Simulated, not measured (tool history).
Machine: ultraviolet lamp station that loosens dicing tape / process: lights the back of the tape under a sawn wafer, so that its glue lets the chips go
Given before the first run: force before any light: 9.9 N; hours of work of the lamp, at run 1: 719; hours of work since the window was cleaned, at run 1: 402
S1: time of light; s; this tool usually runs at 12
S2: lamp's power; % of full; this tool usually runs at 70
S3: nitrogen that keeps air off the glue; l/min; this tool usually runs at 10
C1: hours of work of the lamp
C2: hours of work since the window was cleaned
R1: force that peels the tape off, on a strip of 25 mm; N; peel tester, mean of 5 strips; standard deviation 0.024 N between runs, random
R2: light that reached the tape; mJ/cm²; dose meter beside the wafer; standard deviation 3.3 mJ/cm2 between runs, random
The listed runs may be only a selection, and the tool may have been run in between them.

run,day,S1,S2,S3,C1,C2,R1,R2
1,0,12,70,10,719,402,1.236,524
2,1.412,12,70,10,734,416,1.175,520
3,3.842,12,70,10,758,441,1.189,516
4,5.117,12,70,10,771,454,1.219,517
5,8.204,12,70,10,803,485,1.204,518
6,10.992,14,70,10,831,514,0.874,599
7,12.35,14,70,10,845,527,0.908,605
8,15.121,12,70,10,873,556,1.211,522
9,17.583,12,70,10,898,581,1.206,516
10,19.288,12,70,10,915,598,1.164,518
11,20.721,8,70,10,930,613,2.323,350
12,22.962,9,91,6,953,635,1.582,507
13,24.775,24,81,5,971,654,0.342,1206
# day 26.204: window cleaned of glue's vapour
14,26.625,6,81,5,990,4,3.415,301
15,28.679,6,81,5,1011,25,3.363,294
16,30.058,11,81,9,1025,39,1.125,554
17,32.1,11,68,7,1045,60,1.693,462
18,33.662,7,79,17,1061,76,1.998,340

Consider 3 possible next runs. They are alternatives, not a sequence: every one starts from the tool as it was left by run 18. What does each give?
A,36.642,15,72,17,1091,106,?,?
B,36.642,11,69,4,1091,106,?,?
C,36.642,12,70,13,1091,106,?,?

run,R1,R2
A,0.584,667
B,2.067,469
C,1.08,519
With the hidden condition removed and each run's random variation left untouched, the same runs would have given:
run,R1,R2
A,0.581,669
B,2.06,470
C,1.075,520
